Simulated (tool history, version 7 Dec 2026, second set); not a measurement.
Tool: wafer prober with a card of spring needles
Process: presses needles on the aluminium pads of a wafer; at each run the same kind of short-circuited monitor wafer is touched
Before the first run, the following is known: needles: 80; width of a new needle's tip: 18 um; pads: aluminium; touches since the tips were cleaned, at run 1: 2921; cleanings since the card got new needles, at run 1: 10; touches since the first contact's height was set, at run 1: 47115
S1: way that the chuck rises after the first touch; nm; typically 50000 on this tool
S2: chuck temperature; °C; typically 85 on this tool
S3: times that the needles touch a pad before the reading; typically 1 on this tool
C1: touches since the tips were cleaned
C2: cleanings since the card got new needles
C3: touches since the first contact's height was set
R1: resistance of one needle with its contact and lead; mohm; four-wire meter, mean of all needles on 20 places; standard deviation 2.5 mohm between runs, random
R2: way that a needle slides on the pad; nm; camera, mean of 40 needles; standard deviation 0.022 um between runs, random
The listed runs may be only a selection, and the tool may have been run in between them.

run   hour     S1  S2  S3    C1  C2     C3   R1     R2
  1    0.0  50000  85   1  2921  10  47115  288  12510
       2.2  -- tips cleaned on abrasive film
  2   10.0  50000  85   1  3445  11  51492  281  12480
      11.6  -- tips cleaned on abrasive film
  3   16.9  50000  85   1  2343  12  54515  285  12530
      20.6  -- tips cleaned on abrasive film
  4   25.5  50000  85   1  2148  13  58295  285  12480
      29.8  -- tips cleaned on abrasive film
  5   35.4  50000  30   1  2479  14  62668  265  12520
      38.7  -- tips cleaned on abrasive film
  6   45.1  50000  30   3  2832  15  66928  272  12530
      47.8  -- tips cleaned on abrasive film
  7   55.8  50000  30   3  3536  16  71636  265  12550
      56.5  -- tips cleaned on abrasive film
  8   61.3  50000  30   3  2148  17  74041  269  12540
      65.2  -- tips cleaned on abrasive film
  9   68.9  41000  72   2  1650  18  77374  285  10270
      74.3  -- tips cleaned on abrasive film
 10   76.8  41000  25   2  1108  19  80828  271  10270
      83.1  -- tips cleaned on abrasive film
 11   86.1  50000  32   3  1313  20  84916  268  12520
      91.9  -- tips cleaned on abrasive film
 12   93.2  40000  85   3   595  21  88033  285  10030
 13  100.2  40000  85   3  3686  21  91124  285  10020
     100.8  -- tips cleaned on abrasive film
 14  107.8  50000  99   1  3102  22  94468  289  12510

How the hidden state differs across the entries between the runs, from the last listed run before each to the first after it:
Run 1 -> run 2: tips cleaned on abrasive film (hour 2.2)
  no hidden state differs between the two runs
Run 2 -> run 3: tips cleaned on abrasive film (hour 11.6)
  no hidden state differs between the two runs
Run 3 -> run 4: tips cleaned on abrasive film (hour 20.6)
  debris on the tips, nm: 0.2 -> 0.1
Run 4 -> run 5: tips cleaned on abrasive film (hour 29.8)
  debris on the tips, nm: 0.1 -> 0.2
Run 5 -> run 6: tips cleaned on abrasive film (hour 38.7)
  no hidden state differs between the two runs
Run 6 -> run 7: tips cleaned on abrasive film (hour 47.8)
  no hidden state differs between the two runs
Run 7 -> run 8: tips cleaned on abrasive film (hour 56.5)
  debris on the tips, nm: 0.2 -> 0.1
Run 8 -> run 9: tips cleaned on abrasive film (hour 65.2)
  no hidden state differs between the two runs
Run 9 -> run 10: tips cleaned on abrasive film (hour 74.3)
  no hidden state differs between the two runs
Run 10 -> run 11: tips cleaned on abrasive film (hour 83.1)
  no hidden state differs between the two runs
Run 11 -> run 12: tips cleaned on abrasive film (hour 91.9)
  no hidden state differs between the two runs
Run 13 -> run 14: tips cleaned on abrasive film (hour 100.8)
  no hidden state differs between the two runs
